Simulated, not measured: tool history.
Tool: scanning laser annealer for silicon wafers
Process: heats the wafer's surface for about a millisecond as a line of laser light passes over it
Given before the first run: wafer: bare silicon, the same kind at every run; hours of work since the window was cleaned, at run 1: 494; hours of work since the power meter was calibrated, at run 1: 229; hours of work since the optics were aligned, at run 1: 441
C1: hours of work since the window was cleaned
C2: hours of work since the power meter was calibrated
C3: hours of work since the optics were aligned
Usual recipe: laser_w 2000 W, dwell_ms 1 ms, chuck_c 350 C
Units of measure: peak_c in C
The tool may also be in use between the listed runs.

run 1 day=0 | laser_w=2000 dwell_ms=1 chuck_c=350 | C1=494 C2=229 C3=441 | peak_c=1072
run 2 day=1.946 | laser_w=2000 dwell_ms=1 chuck_c=350 | C1=513 C2=249 C3=460 | peak_c=1069
run 3 day=3.529 | laser_w=2000 dwell_ms=1 chuck_c=369 | C1=530 C2=265 C3=477 | peak_c=1090
run 4 day=4.912 | laser_w=2000 dwell_ms=1 chuck_c=350 | C1=544 C2=279 C3=491 | peak_c=1070
run 5 day=6.446 | laser_w=2000 dwell_ms=1 chuck_c=350 | C1=559 C2=294 C3=506 | peak_c=1068
run 6 day=8.158 | laser_w=2000 dwell_ms=1 chuck_c=350 | C1=577 C2=312 C3=524 | peak_c=1065
-- day=9.717 window over the wafer cleaned
run 7 day=10.075 | laser_w=2000 dwell_ms=1 chuck_c=350 | C1=4 C2=331 C3=542 | peak_c=1093
run 8 day=11 | laser_w=2000 dwell_ms=0.78 chuck_c=350 | C1=13 C2=340 C3=552 | peak_c=1005
run 9 day=12.2 | laser_w=2000 dwell_ms=0.78 chuck_c=350 | C1=25 C2=352 C3=564 | peak_c=1007
run 10 day=13.204 | laser_w=2053 dwell_ms=1 chuck_c=350 | C1=36 C2=362 C3=574 | peak_c=1117
run 11 day=15.121 | laser_w=2000 dwell_ms=1 chuck_c=350 | C1=55 C2=382 C3=594 | peak_c=1092
run 12 day=16.688 | laser_w=2000 dwell_ms=1 chuck_c=350 | C1=71 C2=398 C3=610 | peak_c=1088
run 13 day=18.583 | laser_w=2000 dwell_ms=1 chuck_c=350 | C1=90 C2=417 C3=629 | peak_c=1089
run 14 day=19.621 | laser_w=2000 dwell_ms=1.1 chuck_c=350 | C1=101 C2=428 C3=640 | peak_c=1123
run 15 day=21.254 | laser_w=1896 dwell_ms=1.1 chuck_c=350 | C1=118 C2=444 C3=656 | peak_c=1069
run 16 day=22.15 | laser_w=1896 dwell_ms=1.1 chuck_c=350 | C1=127 C2=454 C3=666 | peak_c=1068
run 17 day=22.996 | laser_w=1896 dwell_ms=1.1 chuck_c=350 | C1=135 C2=462 C3=674 | peak_c=1065
run 18 day=24.412 | laser_w=2000 dwell_ms=1 chuck_c=350 | C1=150 C2=477 C3=689 | peak_c=1085
run 19 day=25.733 | laser_w=2000 dwell_ms=1 chuck_c=350 | C1=163 C2=490 C3=702 | peak_c=1082
run 20 day=26.662 | laser_w=2000 dwell_ms=1 chuck_c=350 | C1=173 C2=500 C3=712 | peak_c=1086
run 21 day=28.417 | laser_w=2000 dwell_ms=1 chuck_c=350 | C1=191 C2=518 C3=729 | peak_c=1079
run 22 day=29.654 | laser_w=2016 dwell_ms=1.22 chuck_c=375 | C1=203 C2=530 C3=742 | peak_c=1191
run 23 day=31.371 | laser_w=1992 dwell_ms=0.8 chuck_c=375 | C1=221 C2=548 C3=760 | peak_c=1026
run 24 day=32.212 | laser_w=1961 dwell_ms=0.8 chuck_c=375 | C1=229 C2=556 C3=768 | peak_c=1011
run 25 day=33.596 | laser_w=2000 dwell_ms=1 chuck_c=331 | C1=243 C2=570 C3=782 | peak_c=1059
run 26 day=35.308 | laser_w=1748 dwell_ms=1.05 chuck_c=358 | C1=261 C2=588 C3=800 | peak_c=984
run 27 day=37.1 | laser_w=1998 dwell_ms=0.76 chuck_c=310 | C1=279 C2=606 C3=818 | peak_c=944
run 28 day=38.392 | laser_w=1752 dwell_ms=1.14 chuck_c=346 | C1=292 C2=619 C3=831 | peak_c=995
run 29 day=39.817 | laser_w=1758 dwell_ms=1 chuck_c=350 | C1=307 C2=634 C3=846 | peak_c=960
run 30 day=41.333 | laser_w=1758 dwell_ms=1 chuck_c=350 | C1=322 C2=649 C3=861 | peak_c=956
run 31 day=42.529 | laser_w=2111 dwell_ms=0.95 chuck_c=350 | C1=335 C2=661 C3=873 | peak_c=1108
run 32 day=43.767 | laser_w=1928 dwell_ms=1 chuck_c=375 | C1=347 C2=674 C3=886 | peak_c=1059
run 33 day=45.554 | laser_w=1928 dwell_ms=1 chuck_c=375 | C1=365 C2=692 C3=904 | peak_c=1059
run 34 day=47.304 | laser_w=1928 dwell_ms=1 chuck_c=375 | C1=383 C2=710 C3=922 | peak_c=1058
run 35 day=48.933 | laser_w=1934 dwell_ms=0.81 chuck_c=323 | C1=400 C2=727 C3=939 | peak_c=939
run 36 day=50.417 | laser_w=1934 dwell_ms=0.81 chuck_c=323 | C1=415 C2=742 C3=954 | peak_c=939
run 37 day=52.112 | laser_w=2096 dwell_ms=0.82 chuck_c=323 | C1=432 C2=759 C3=971 | peak_c=1008
run 38 day=53 | laser_w=2106 dwell_ms=1 chuck_c=336 | C1=441 C2=768 C3=980 | peak_c=1103
run 39 day=54.929 | laser_w=2182 dwell_ms=0.97 chuck_c=357 | C1=461 C2=788 C3=1000 | peak_c=1142
run 40 day=56.154 | laser_w=1859 dwell_ms=0.87 chuck_c=363 | C1=473 C2=800 C3=1012 | peak_c=967
run 41 day=57.046 | laser_w=1883 dwell_ms=1.23 chuck_c=350 | C1=483 C2=809 C3=1021 | peak_c=1079

Consider 4 possible next runs. They are alternatives, not a sequence: every one starts from the tool as it was left by run 41. What does each give?
-- day=57.812 optics aligned, line set to its width
run A day=58.767 | laser_w=2157 dwell_ms=1.18 chuck_c=318 | C1=498 C2=825 C3=10 | peak_c=?
-- day=57.812 optics aligned, line set to its width
run B day=58.767 | laser_w=1883 dwell_ms=0.85 chuck_c=324 | C1=498 C2=825 C3=10 | peak_c=?
-- day=57.812 optics aligned, line set to its width
run C day=58.767 | laser_w=2000 dwell_ms=1 chuck_c=319 | C1=498 C2=825 C3=10 | peak_c=?
-- day=57.812 optics aligned, line set to its width
run D day=58.767 | laser_w=1783 dwell_ms=0.8 chuck_c=366 | C1=498 C2=825 C3=10 | peak_c=?

run=A peak_c=1176
run=B peak_c=934
run=C peak_c=1032
run=D peak_c=915
With the hidden condition removed and each run's random variation left untouched, the same runs would have given:
run=A peak_c=1221
run=B peak_c=966
run=C peak_c=1069
run=D peak_c=943
